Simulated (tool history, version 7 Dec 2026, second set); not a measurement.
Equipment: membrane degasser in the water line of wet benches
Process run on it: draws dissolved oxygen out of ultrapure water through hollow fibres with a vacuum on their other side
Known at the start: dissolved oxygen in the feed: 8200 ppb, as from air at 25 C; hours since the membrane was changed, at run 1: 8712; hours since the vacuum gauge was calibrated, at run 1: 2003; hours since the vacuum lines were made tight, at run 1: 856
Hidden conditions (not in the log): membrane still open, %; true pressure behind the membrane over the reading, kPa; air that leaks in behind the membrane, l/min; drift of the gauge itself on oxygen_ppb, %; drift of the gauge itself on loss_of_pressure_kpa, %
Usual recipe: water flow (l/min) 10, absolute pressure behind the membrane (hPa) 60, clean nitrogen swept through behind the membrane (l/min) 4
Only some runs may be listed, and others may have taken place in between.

run	hour	water flow (l/min)	absolute pressure behind the membrane (hPa)	clean nitrogen swept through behind the membrane (l/min)	hours since the membrane was changed	hours since the vacuum gauge was calibrated	hours since the vacuum lines were made tight	dissolved oxygen in the water behind the degasser (ppb)	pressure that the water loses in the fibres (hPa)
1	0	10	60	4	8712	2003	856	304.4	560.4
2	127.3	10	60	3.41	8839	2130	983	304.1	571.7
3	377.8	10	78.9	3.41	9089	2380	1234	326.3	563.7
4	626.8	10	72.2	3.41	9338	2629	1483	314.4	568.1
5	875.5	10	60	8.73	9587	2878	1731	297.7	566.9
6	1109.3	10	60	8.73	9821	3112	1965	305.7	567.3
# hour 1133.4: vacuum gauge calibrated
7	1375	10	60	4	10086	242	2230	307	566.1
8	1557.8	10	60	4	10269	424	2413	310	570
9	1742.1	10	60	4	10453	609	2598	306.8	571.1
10	1972.1	16	64.4	4.29	10683	839	2828	719	909.5
11	2221.7	16	64.4	4.29	10933	1088	3077	717.6	911.9
12	2387.5	12	50.6	11.77	11099	1254	3243	428.8	683.2
# hour 2529.7: vacuum gauge calibrated, once more
13	2533.7	12	50.6	11.77	11244	4	3389	437.2	686.2
14	2797.6	12	50.6	11.77	11508	268	3653	431.7	683.1

Pick out some run-to-run changes in dissolved oxygen in the water behind the degasser (ppb). Of each, how much would a tool without hidden state show as well, from the settings, what came in and chance, and how much is left for the hidden state and any gauge scatter not in both results compared?
Run 9 -> 10: water flow (l/min) 10 -> 16, absolute pressure behind the membrane (hPa) 60 -> 64.4, clean nitrogen swept through behind the membrane (l/min) 4 -> 4.29. dissolved oxygen in the water behind the degasser (ppb) +412.2: hidden state +29.9, all else +382.3.
